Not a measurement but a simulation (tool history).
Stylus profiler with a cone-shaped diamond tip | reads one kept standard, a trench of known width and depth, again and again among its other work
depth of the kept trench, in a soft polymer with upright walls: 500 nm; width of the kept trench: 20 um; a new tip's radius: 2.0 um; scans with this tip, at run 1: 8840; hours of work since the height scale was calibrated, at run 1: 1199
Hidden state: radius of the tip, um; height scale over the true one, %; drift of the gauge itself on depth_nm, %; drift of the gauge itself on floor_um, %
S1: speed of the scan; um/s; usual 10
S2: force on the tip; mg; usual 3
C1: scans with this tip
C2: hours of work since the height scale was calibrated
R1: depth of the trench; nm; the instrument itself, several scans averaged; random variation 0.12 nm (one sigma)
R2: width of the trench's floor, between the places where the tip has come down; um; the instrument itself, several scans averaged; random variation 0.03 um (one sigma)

run 1 hour=0 | S1=10 S2=3 | C1=8840 C2=1199 | R1=503.52 R2=15.88
run 2 hour=14.5 | S1=10 S2=3 | C1=8886 C2=1205 | R1=503.24 R2=15.89
run 3 hour=25 | S1=10 S2=3 | C1=8920 C2=1210 | R1=503.6 R2=15.87
run 4 hour=31 | S1=10 S2=3 | C1=8939 C2=1212 | R1=503.46 R2=15.9
run 5 hour=42.1 | S1=10 S2=3 | C1=8975 C2=1217 | R1=503.48 R2=15.79
run 6 hour=54 | S1=10 S2=2.99 | C1=9013 C2=1222 | R1=503.39 R2=15.8
run 7 hour=62.6 | S1=10 S2=2.99 | C1=9041 C2=1226 | R1=503.37 R2=15.82
run 8 hour=69.4 | S1=2 S2=3.06 | C1=9063 C2=1229 | R1=503.38 R2=15.94
run 9 hour=84.2 | S1=3 S2=3.92 | C1=9111 C2=1235 | R1=504.41 R2=15.91
run 10 hour=93 | S1=37 S2=2.4 | C1=9139 C2=1239 | R1=502.72 R2=15.64
run 11 hour=102.5 | S1=6 S2=4.8 | C1=9169 C2=1243 | R1=505.18 R2=15.85
run 12 hour=111.9 | S1=6 S2=4.8 | C1=9200 C2=1248 | R1=504.79 R2=15.85
run 13 hour=119.6 | S1=29 S2=4.37 | C1=9224 C2=1251 | R1=504.66 R2=15.73

3 ways to go on from here, each from the tool as it stands after run 13. What would each give?
run A hour=134.5 | S1=29 S2=8.44 | C1=9272 C2=1257 | R1=? R2=?
run B hour=134.5 | S1=10 S2=1.55 | C1=9272 C2=1257 | R1=? R2=?
run C hour=134.5 | S1=14 S2=8.17 | C1=9272 C2=1257 | R1=? R2=?

run=A R1=508.08 R2=15.78
run=B R1=501.76 R2=15.78
run=C R1=508.09 R2=15.82
Without the tool's hidden state the same runs would have given:
run=A R1=509.56 R2=17.26
run=B R1=503.22 R2=17.26
run=C R1=509.57 R2=17.31
